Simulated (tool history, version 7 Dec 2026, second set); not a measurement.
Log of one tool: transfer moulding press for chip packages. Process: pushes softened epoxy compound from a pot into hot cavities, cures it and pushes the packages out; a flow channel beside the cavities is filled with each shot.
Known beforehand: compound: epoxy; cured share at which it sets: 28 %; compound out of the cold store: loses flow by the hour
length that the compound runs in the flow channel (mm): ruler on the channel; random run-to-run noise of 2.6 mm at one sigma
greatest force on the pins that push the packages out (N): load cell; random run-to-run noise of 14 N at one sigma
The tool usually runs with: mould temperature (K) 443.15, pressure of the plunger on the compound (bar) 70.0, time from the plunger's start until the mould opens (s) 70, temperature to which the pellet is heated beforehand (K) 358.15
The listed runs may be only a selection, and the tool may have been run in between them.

run,day,mould temperature (K),pressure of the plunger on the compound (bar),time from the plunger's start until the mould opens (s),temperature to which the pellet is heated beforehand (K),incoming compound's hours out of the cold store,length that the compound runs in the flow channel (mm),greatest force on the pins that push the packages out (N)
1,0.000,443.15,70.0,70,358.15,43.0,475,1072
2,0.467,443.15,70.0,70,358.15,42.3,474,1159
# day 0.833: plunger's sealing rings changed
3,0.833,443.15,70.0,69,358.15,44.4,496,1192
4,1.092,443.15,70.0,105,358.15,27.5,524,782
# day 1.458: cavities cleaned with cleaning compound and waxed
5,1.662,443.15,85.9,105,358.15,13.2,601,459
6,2.162,443.15,60.8,70,358.15,9.3,513,986
7,2.642,443.15,60.8,70,358.15,22.4,491,1073
8,3.167,443.15,60.8,70,358.15,10.0,511,1242
9,3.558,443.15,60.8,70,352.15,46.4,451,1244
10,3.992,443.15,78.9,70,352.15,26.6,555,1294
11,4.321,443.15,70.0,70,358.15,17.8,537,1386
# day 4.462: cavities cleaned with cleaning compound and waxed
12,4.833,443.15,70.0,70,358.15,14.1,539,840
13,5.217,443.15,70.0,70,358.15,47.6,478,886
14,5.558,443.15,70.0,70,358.15,18.3,529,1027
15,5.929,443.15,70.0,70,358.15,26.8,510,1098
16,6.279,443.15,70.0,70,358.15,29.4,506,1126
17,6.750,439.15,70.0,70,355.15,32.3,506,1636
18,7.242,439.15,70.0,70,355.15,40.0,491,1624
# day 7.504: cavities cleaned with cleaning compound and waxed
19,7.562,443.15,56.5,109,358.15,29.5,452,426
20,8.054,437.15,56.5,109,366.15,24.3,468,559
21,8.588,437.15,56.5,109,366.15,27.8,462,672
22,8.992,437.15,56.5,109,366.15,30.7,451,717
23,9.346,437.15,56.5,109,366.15,28.1,457,766
24,9.946,437.15,56.5,109,366.15,25.9,457,839
# day 10.504: cavities cleaned with cleaning compound and waxed
25,10.629,446.15,70.0,68,361.15,46.9,472,577
26,11.012,442.15,75.7,56,359.15,15.4,547,1635
# day 11.367: plunger's sealing rings changed
27,11.542,446.15,70.0,70,358.15,33.8,508,818
28,11.792,443.15,70.0,70,354.15,12.8,542,1096

What if the next run were any one of these 3? Each begins from the tool's condition after run 28:
A,12.358,443.15,70.0,70,352.15,47.0,?,?
B,12.358,437.15,52.3,70,359.15,34.5,?,?
C,12.358,443.15,53.2,60,359.15,42.9,?,?

run,length that the compound runs in the flow channel (mm),greatest force on the pins that push the packages out (N)
A,483,1151
B,443,1667
C,431,1548
Without the tool's hidden state the same runs would have given:
run,length that the compound runs in the flow channel (mm),greatest force on the pins that push the packages out (N)
A,486,669
B,445,969
C,433,902
